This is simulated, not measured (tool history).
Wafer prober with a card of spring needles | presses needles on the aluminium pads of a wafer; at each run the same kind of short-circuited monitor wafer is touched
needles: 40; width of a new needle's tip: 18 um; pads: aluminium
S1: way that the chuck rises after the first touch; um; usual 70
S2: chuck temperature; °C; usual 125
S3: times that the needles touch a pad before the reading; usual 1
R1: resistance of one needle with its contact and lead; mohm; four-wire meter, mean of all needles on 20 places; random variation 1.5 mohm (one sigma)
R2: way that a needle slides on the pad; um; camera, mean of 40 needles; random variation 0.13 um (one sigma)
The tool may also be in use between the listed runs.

run 1 hour=0.0 | S1=70 S2=125 S3=1 | R1=204 R2=9.00
-- hour=2.7 tips cleaned on abrasive film
-- hour=7.0 tips cleaned on abrasive film
-- hour=11.4 tips cleaned on abrasive film
run 2 hour=13.3 | S1=70 S2=125 S3=1 | R1=249 R2=8.95
-- hour=15.0 tips cleaned on abrasive film
-- hour=19.4 tips cleaned on abrasive film
-- hour=23.7 tips cleaned on abrasive film
-- hour=27.2 tips cleaned on abrasive film
run 3 hour=30.4 | S1=70 S2=125 S3=1 | R1=275 R2=9.16
-- hour=31.3 tips cleaned on abrasive film
-- hour=35.6 tips cleaned on abrasive film
-- hour=39.2 tips cleaned on abrasive film
-- hour=41.1 height of the first contact set anew
run 4 hour=41.6 | S1=70 S2=125 S3=1 | R1=228 R2=10.12
-- hour=43.4 tips cleaned on abrasive film
-- hour=47.8 tips cleaned on abrasive film
run 5 hour=50.8 | S1=70 S2=125 S3=2 | R1=212 R2=9.98
-- hour=51.8 tips cleaned on abrasive film
-- hour=55.3 tips cleaned on abrasive film
-- hour=59.6 tips cleaned on abrasive film
-- hour=64.1 tips cleaned on abrasive film
-- hour=68.4 tips cleaned on abrasive film
run 6 hour=69.1 | S1=70 S2=125 S3=2 | R1=160 R2=10.03
-- hour=72.6 tips cleaned on abrasive film
-- hour=77.0 tips cleaned on abrasive film
-- hour=81.4 tips cleaned on abrasive film
run 7 hour=84.4 | S1=70 S2=125 S3=2 | R1=212 R2=9.92
-- hour=85.4 tips cleaned on abrasive film
-- hour=89.8 tips cleaned on abrasive film
-- hour=94.1 tips cleaned on abrasive film
-- hour=98.5 tips cleaned on abrasive film
run 8 hour=101.2 | S1=75 S2=125 S3=2 | R1=203 R2=10.72
-- hour=102.1 tips cleaned on abrasive film
-- hour=106.5 tips cleaned on abrasive film
run 9 hour=109.3 | S1=75 S2=125 S3=2 | R1=198 R2=10.62
-- hour=110.2 tips cleaned on abrasive film
-- hour=114.5 tips cleaned on abrasive film
run 10 hour=117.6 | S1=83 S2=125 S3=1 | R1=233 R2=11.63
-- hour=118.5 tips cleaned on abrasive film
-- hour=123.0 tips cleaned on abrasive film
-- hour=127.4 tips cleaned on abrasive film
run 11 hour=130.5 | S1=54 S2=125 S3=1 | R1=361 R2=7.48
-- hour=131.5 tips cleaned on abrasive film
-- hour=135.9 tips cleaned on abrasive film
-- hour=140.3 tips cleaned on abrasive film
run 12 hour=140.5 | S1=70 S2=125 S3=1 | R1=171 R2=9.66
-- hour=144.1 tips cleaned on abrasive film
-- hour=148.5 tips cleaned on abrasive film
run 13 hour=150.7 | S1=70 S2=125 S3=1 | R1=250 R2=9.82
-- hour=152.6 tips cleaned on abrasive film
-- hour=157.0 tips cleaned on abrasive film
-- hour=160.6 tips cleaned on abrasive film
run 14 hour=160.6 | S1=70 S2=125 S3=1 | R1=154 R2=9.55
-- hour=164.9 tips cleaned on abrasive film
-- hour=168.5 tips cleaned on abrasive film
run 15 hour=170.4 | S1=61 S2=51 S3=2 | R1=213 R2=8.42
-- hour=172.2 tips cleaned on abrasive film
-- hour=176.5 tips cleaned on abrasive film
-- hour=180.0 tips cleaned on abrasive film
-- hour=184.4 tips cleaned on abrasive film
run 16 hour=186.3 | S1=61 S2=51 S3=2 | R1=228 R2=8.05
-- hour=188.2 tips cleaned on abrasive film
-- hour=191.7 tips cleaned on abrasive film
-- hour=196.0 tips cleaned on abrasive film
run 17 hour=198.8 | S1=78 S2=116 S3=1 | R1=254 R2=10.75
-- hour=199.7 tips cleaned on abrasive film
-- hour=203.3 tips cleaned on abrasive film
-- hour=207.7 tips cleaned on abrasive film
-- hour=212.0 tips cleaned on abrasive film
run 18 hour=212.3 | S1=59 S2=40 S3=2 | R1=172 R2=7.88
-- hour=215.8 tips cleaned on abrasive film
-- hour=219.4 tips cleaned on abrasive film
-- hour=223.8 tips cleaned on abrasive film
-- hour=228.2 tips cleaned on abrasive film
run 19 hour=229.9 | S1=51 S2=54 S3=3 | R1=224 R2=6.58
-- hour=232.5 tips cleaned on abrasive film
-- hour=236.8 tips cleaned on abrasive film
-- hour=241.2 tips cleaned on abrasive film
run 20 hour=244.5 | S1=51 S2=54 S3=3 | R1=261 R2=6.44
-- hour=245.4 tips cleaned on abrasive film
-- hour=249.0 tips cleaned on abrasive film
-- hour=253.4 tips cleaned on abrasive film
run 21 hour=256.2 | S1=62 S2=35 S3=3 | R1=211 R2=7.91
-- hour=257.2 tips cleaned on abrasive film
-- hour=261.4 tips cleaned on abrasive film
-- hour=265.9 tips cleaned on abrasive film
-- hour=270.2 tips cleaned on abrasive film
run 22 hour=270.3 | S1=67 S2=26 S3=2 | R1=146 R2=8.92
-- hour=273.9 tips cleaned on abrasive film
-- hour=277.4 tips cleaned on abrasive film
-- hour=281.8 tips cleaned on abrasive film
-- hour=286.3 tips cleaned on abrasive film
run 23 hour=286.5 | S1=67 S2=26 S3=2 | R1=156 R2=8.75
-- hour=290.0 tips cleaned on abrasive film
-- hour=294.4 tips cleaned on abrasive film
-- hour=298.8 tips cleaned on abrasive film
run 24 hour=298.9 | S1=67 S2=26 S3=2 | R1=146 R2=8.49
-- hour=302.5 tips cleaned on abrasive film
-- hour=306.0 tips cleaned on abrasive film
-- hour=310.2 tips cleaned on abrasive film
run 25 hour=311.2 | S1=67 S2=26 S3=3 | R1=171 R2=8.57
-- hour=313.9 tips cleaned on abrasive film
-- hour=318.3 tips cleaned on abrasive film
-- hour=322.7 tips cleaned on abrasive film
-- hour=326.2 tips cleaned on abrasive film
-- hour=329.8 tips cleaned on abrasive film
run 26 hour=330.0 | S1=56 S2=43 S3=2 | R1=182 R2=7.00
-- hour=333.5 tips cleaned on abrasive film
-- hour=335.5 height of the first contact set anew
-- hour=338.1 tips cleaned on abrasive film
-- hour=342.5 tips cleaned on abrasive film
-- hour=346.6 tips cleaned on abrasive film
run 27 hour=346.6 | S1=66 S2=70 S3=1 | R1=154 R2=9.34
-- hour=350.8 tips cleaned on abrasive film
-- hour=354.4 tips cleaned on abrasive film
run 28 hour=355.0 | S1=66 S2=70 S3=1 | R1=193 R2=9.43

3 ways to go on from here, each from the tool as it stands after run 28. What would each give?
-- hour=358.5 tips cleaned on abrasive film
-- hour=362.9 tips cleaned on abrasive film
-- hour=367.3 tips cleaned on abrasive film
-- hour=371.7 tips cleaned on abrasive film
run A hour=373.8 | S1=78 S2=76 S3=1 | R1=? R2=?
-- hour=358.5 tips cleaned on abrasive film
-- hour=362.9 tips cleaned on abrasive film
-- hour=367.3 tips cleaned on abrasive film
-- hour=371.7 tips cleaned on abrasive film
run B hour=373.8 | S1=70 S2=36 S3=1 | R1=? R2=?
-- hour=358.5 tips cleaned on abrasive film
-- hour=362.9 tips cleaned on abrasive film
-- hour=367.3 tips cleaned on abrasive film
-- hour=371.7 tips cleaned on abrasive film
run C hour=373.8 | S1=66 S2=40 S3=1 | R1=? R2=?

run=A R1=225 R2=10.98
run=B R1=243 R2=9.75
run=C R1=260 R2=9.61
Without the tool's hidden state the same runs would have given:
run=A R1=130 R2=11.14
run=B R1=123 R2=9.90
run=C R1=126 R2=9.77
